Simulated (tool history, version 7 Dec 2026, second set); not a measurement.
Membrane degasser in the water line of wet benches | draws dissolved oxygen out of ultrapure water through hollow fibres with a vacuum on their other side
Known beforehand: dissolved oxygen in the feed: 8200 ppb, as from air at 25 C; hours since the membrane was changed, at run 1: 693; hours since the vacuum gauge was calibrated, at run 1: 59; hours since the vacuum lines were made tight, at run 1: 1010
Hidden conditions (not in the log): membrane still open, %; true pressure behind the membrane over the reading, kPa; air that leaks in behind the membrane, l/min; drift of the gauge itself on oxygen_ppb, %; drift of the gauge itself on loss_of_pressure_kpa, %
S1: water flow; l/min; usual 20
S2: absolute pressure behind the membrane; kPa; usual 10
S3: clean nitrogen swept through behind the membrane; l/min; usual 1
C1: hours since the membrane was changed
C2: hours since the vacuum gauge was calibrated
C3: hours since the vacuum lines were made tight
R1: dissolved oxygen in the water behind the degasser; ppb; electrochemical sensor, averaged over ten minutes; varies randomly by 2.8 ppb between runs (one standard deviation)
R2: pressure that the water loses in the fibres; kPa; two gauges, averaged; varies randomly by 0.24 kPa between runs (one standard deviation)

| run | hour | S1 | S2 | S3 | C1 | C2 | C3 | R1 | R2 |
|---|---|---|---|---|---|---|---|---|---|
| 1 | 0 | 20 | 10 | 1 | 693 | 59 | 1010 | 295.6 | 61.98 |
| 2 | 31.3 | 20 | 10 | 1 | 725 | 90 | 1041 | 299.4 | 62.1 |
| 3 | 52 | 20 | 10 | 1 | 745 | 111 | 1062 | 298.3 | 62.23 |
| 4 | 71.8 | 20 | 23.5 | 1 | 765 | 131 | 1081 | 833.2 | 62.25 |
| 5 | 93.7 | 20 | 23.5 | 1 | 787 | 152 | 1103 | 825.6 | 62.48 |
| 6 | 134.8 | 20 | 23.5 | 1 | 828 | 194 | 1144 | 826.7 | 62.11 |
| 7 | 170.6 | 20 | 10 | 0.98 | 864 | 229 | 1180 | 302.8 | 62.01 |
| 8 | 189.3 | 20 | 10 | 0.98 | 883 | 248 | 1199 | 299.8 | 62.09 |
| 9 | 217 | 20 | 10 | 1.25 | 910 | 276 | 1227 | 248 | 62.44 |
| 10 | 261.2 | 20 | 10 | 1 | 955 | 320 | 1271 | 301.8 | 62.25 |
| 11 | 297.6 | 20 | 10 | 0.47 | 991 | 356 | 1307 | 546.1 | 62.46 |
| 12 | 339.4 | 22 | 6.3 | 0.77 | 1033 | 398 | 1349 | 188.1 | 68.42 |
| 13 | 381.6 | 20 | 10 | 1.78 | 1075 | 440 | 1391 | 177.3 | 61.96 |
| 14 | 413.6 | 28 | 10 | 1 | 1107 | 472 | 1423 | 394.4 | 86.86 |
| 15 | 450.6 | 29 | 23.1 | 1.66 | 1144 | 509 | 1460 | 733.3 | 90.89 |
| 16 | 484.9 | 22 | 17 | 1.06 | 1178 | 544 | 1495 | 601.6 | 68.01 |
| 17 | 507.1 | 22 | 17 | 1.06 | 1200 | 566 | 1517 | 597.2 | 69.19 |
| 18 | 539.3 | 19 | 6.1 | 0.75 | 1233 | 598 | 1549 | 161.2 | 59.6 |
| 19 | 565.5 | 20 | 13.5 | 1 | 1259 | 624 | 1575 | 447.7 | 62.61 |

Alternative continuations, all from the tool just after run 19; predict every row:
| A | 600.8 | 20 | 10 | 0.41 | 1294 | 660 | 1610 | ? | ? |
| B | 600.8 | 20 | 13.5 | 0.72 | 1294 | 660 | 1610 | ? | ? |
| C | 600.8 | 27 | 21.9 | 0.86 | 1294 | 660 | 1610 | ? | ? |
| D | 600.8 | 14 | 7.2 | 0.48 | 1294 | 660 | 1610 | ? | ? |

| run | R1 | R2 |
|---|---|---|
| A | 609.7 | 62.25 |
| B | 588.4 | 62.74 |
| C | 1100.8 | 84.24 |
| D | 244.1 | 44.03 |
The same runs, with their run-to-run variation unchanged, on a tool lacking any hidden condition would have given:
| run | R1 | R2 |
|---|---|---|
| A | 608.2 | 61.87 |
| B | 585.6 | 62.36 |
| C | 1097.4 | 83.72 |
| D | 242.1 | 43.77 |
